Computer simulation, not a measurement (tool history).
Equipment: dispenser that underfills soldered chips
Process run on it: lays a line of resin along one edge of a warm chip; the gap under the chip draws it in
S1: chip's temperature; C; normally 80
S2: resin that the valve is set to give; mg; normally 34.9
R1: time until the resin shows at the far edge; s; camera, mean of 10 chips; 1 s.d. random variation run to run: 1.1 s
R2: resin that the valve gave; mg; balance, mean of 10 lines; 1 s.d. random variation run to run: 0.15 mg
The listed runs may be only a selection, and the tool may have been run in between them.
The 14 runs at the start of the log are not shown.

At hour 68.3: new syringe of resin.
Run 15, hour 68.3: usual settings but S2 31.8 mg. Result: R1 102.3 s, R2 31.62 mg.
Run 16, hour 73.2: usual settings. Result: R1 109.2 s, R2 34.50 mg.
Run 17, hour 78.7: usual settings but S2 41.0 mg. Result: R1 122.5 s, R2 40.37 mg.
At hour 80.7: new syringe of resin.
Run 18, hour 83.1: usual settings but S2 41.0 mg. Result: R1 100.5 s, R2 40.52 mg.
Run 19, hour 86.6: usual settings but S1 73 C, S2 31.2 mg. Result: R1 143.7 s, R2 30.91 mg.
Run 20, hour 92.0: usual settings but S1 73 C, S2 31.2 mg. Result: R1 159.4 s, R2 30.61 mg.
At hour 93.2: new syringe of resin.
Run 21, hour 95.0: usual settings but S1 88 C, S2 33.3 mg. Result: R1 80.1 s, R2 32.61 mg.
Run 22, hour 99.7: usual settings but S1 88 C, S2 33.3 mg. Result: R1 89.2 s, R2 32.51 mg.
Run 23, hour 104.4: usual settings but S1 88 C, S2 33.3 mg. Result: R1 97.9 s, R2 32.80 mg.
At hour 105.5: new syringe of resin.
Run 24, hour 107.3: usual settings but S1 88 C, S2 33.3 mg. Result: R1 79.6 s, R2 32.63 mg.
Run 25, hour 110.9: usual settings but S1 88 C, S2 33.3 mg. Result: R1 86.5 s, R2 32.74 mg.
Run 26, hour 115.9: usual settings but S2 32.4 mg. Result: R1 125.6 s, R2 31.74 mg.
At hour 117.9: new syringe of resin.
Run 27, hour 120.0: usual settings but S1 87 C. Result: R1 83.4 s, R2 34.27 mg.
Run 28, hour 123.6: usual settings but S1 69 C, S2 39.4 mg. Result: R1 161.1 s, R2 38.47 mg.
Run 29, hour 129.2: usual settings but S1 74 C, S2 40.0 mg. Result: R1 153.7 s, R2 38.98 mg.
At hour 130.4: new syringe of resin.
Run 30, hour 134.9: usual settings but S1 74 C, S2 40.0 mg. Result: R1 129.5 s, R2 38.84 mg.
Run 31, hour 140.7: usual settings but S2 31.4 mg. Result: R1 120.8 s, R2 30.41 mg.
At hour 143.1: new syringe of resin.
Run 32, hour 146.8: usual settings but S1 77 C, S2 45.0 mg. Result: R1 118.1 s, R2 43.83 mg.
Run 33, hour 149.8: usual settings but S1 68 C, S2 45.0 mg. Result: R1 173.0 s, R2 43.81 mg.
At hour 155.3: new syringe of resin.
Run 34, hour 155.3: usual settings but S2 41.2 mg. Result: R1 96.1 s, R2 39.91 mg.

What does the tool deliver on the next run?
Run 35, hour 158.7: usual settings but S1 86 C, S2 41.8 mg. Result: R1 ?, R2 ?.

R1: 86.4 s
R2: 40.29 mg
Were there no unlogged condition in the tool, this run, its random variation unchanged, would have produced R1 83.2 s, R2 41.66 mg.
